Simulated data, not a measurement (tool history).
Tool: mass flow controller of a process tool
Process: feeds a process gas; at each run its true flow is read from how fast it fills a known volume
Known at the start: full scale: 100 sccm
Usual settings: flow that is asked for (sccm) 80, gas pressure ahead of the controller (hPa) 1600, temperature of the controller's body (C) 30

run    hour  flow that is asked for (sccm)  gas pressure ahead of the controller (hPa)  temperature of the controller's body (C)  true flow (%)
  1     0.0                             80                                        1600                                        30          99.86
  2    33.1                             80                                        2290                                        30         100.22
  3    89.8                             80                                        2290                                        30         100.24
  4   157.1                             46                                        2290                                        30          99.46
  5   225.5                             80                                        1600                                        23          99.14
  6   280.3                             80                                        1670                                        30          99.94
  7   352.7                             80                                        1670                                        30          99.81
  8   419.7                             80                                        1600                                        30          99.81
  9   462.5                             80                                        1600                                        30          99.83
 10   538.9                             80                                        1600                                        30          99.95
 11   598.7                             80                                        1600                                        30          99.91
 12   665.1                             80                                        1600                                        30          99.86
 13   738.3                             80                                        1600                                        30          99.92
 14   785.6                             19                                        1620                                        40          99.59
 15   844.4                             40                                        1860                                        40         100.33
 16   922.9                             18                                        2110                                        30          98.68
 17   999.5                             39                                        2110                                        20          98.16
 18  1061.1                             16                                        2680                                        24          98.27
 19  1141.2                             16                                        2680                                        24          98.34
 20  1211.4                             11                                        2510                                        25          98.28
 21  1281.0                             31                                        1500                                        26          98.17
 22  1322.8                             31                                        1500                                        26          98.14
 23  1369.3                             42                                        1600                                        30          98.99
 24  1426.6                             80                                        2540                                        27         100.13
 25  1462.6                             16                                        1600                                        29          98.22

5 ways to go on from here, each from the tool as it stands after run 25. What would each give?
  A  1525.2                             26                                        1600                                        26              ?
  B  1525.2                             12                                        1600                                        27              ?
  C  1525.2                             80                                        1950                                        23              ?
  D  1525.2                             16                                        1410                                        29              ?
  E  1525.2                             19                                        1430                                        34              ?

run  true flow (%)
  A          98.05
  B          97.82
  C          99.32
  D          98.14
  E          98.86
Without the tool's hidden state the same runs would have given:
run  true flow (%)
  A          98.04
  B          97.80
  C          99.32
  D          98.13
  E          98.85
